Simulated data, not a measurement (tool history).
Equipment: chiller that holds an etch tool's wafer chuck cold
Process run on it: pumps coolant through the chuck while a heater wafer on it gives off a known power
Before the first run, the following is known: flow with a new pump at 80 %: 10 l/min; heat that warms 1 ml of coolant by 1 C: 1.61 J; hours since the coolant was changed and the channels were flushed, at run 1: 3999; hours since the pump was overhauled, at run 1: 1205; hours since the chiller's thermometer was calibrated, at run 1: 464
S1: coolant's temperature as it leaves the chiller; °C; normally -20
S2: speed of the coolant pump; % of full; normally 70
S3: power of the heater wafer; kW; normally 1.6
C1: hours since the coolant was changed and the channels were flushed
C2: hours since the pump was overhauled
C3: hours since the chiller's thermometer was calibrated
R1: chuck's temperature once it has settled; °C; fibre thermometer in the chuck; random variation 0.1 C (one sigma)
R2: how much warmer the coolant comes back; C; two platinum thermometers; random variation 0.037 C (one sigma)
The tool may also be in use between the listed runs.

run   hour   S1  S2     S3    C1    C2   C3    R1    R2
  1      0  -20  70    1.6  3999  1205  464  -1.8     7
  2   22.5  -20  70    1.6  4022  1227  486  -1.6  6.98
  3   40.4  -20  70  1.698  4040  1245  504  -0.6  7.44
  4   69.2  -20  70    1.6  4068  1274  533  -1.6  7.02
  5   93.1  -20  70    1.6  4092  1298  557  -1.5  6.99
  6  127.4  -20  60    1.6  4127  1332  591   1.2  8.29
  7  152.7  -20  60    1.6  4152  1357  617   1.3  8.34
     161.1  -- coolant pump overhauled
  8    186  -16  86    1.6  4180    25  645  -0.5  5.56
  9  206.9  -20  64    1.6  4201    46  666     0  7.74
 10  241.7  -20  64    1.6  4236    81  701     0  7.71
 11  260.8  -20  64    1.6  4255   100  720   0.1  7.76

What if the next run were any one of these 4? Each begins from the tool's condition after run 11:
  A  300.1  -27  64    1.6  4294  139  759   ?   ?
  B  300.1  -23  76  0.932  4294  139  759   ?   ?
  C  300.1  -27  86  2.303  4294  139  759   ?   ?
  D  300.1  -20  70  1.148  4294  139  759   ?   ?

run     R1    R2
  A     -7  7.81
  B  -12.9  3.63
  C   -4.6  8.05
  D   -6.8  5.07
What these runs would have given with no unlogged condition in the tool:
run     R1    R2
  A   -8.4   7.7
  B  -13.6  3.58
  C   -6.2  7.94
  D   -7.8     5

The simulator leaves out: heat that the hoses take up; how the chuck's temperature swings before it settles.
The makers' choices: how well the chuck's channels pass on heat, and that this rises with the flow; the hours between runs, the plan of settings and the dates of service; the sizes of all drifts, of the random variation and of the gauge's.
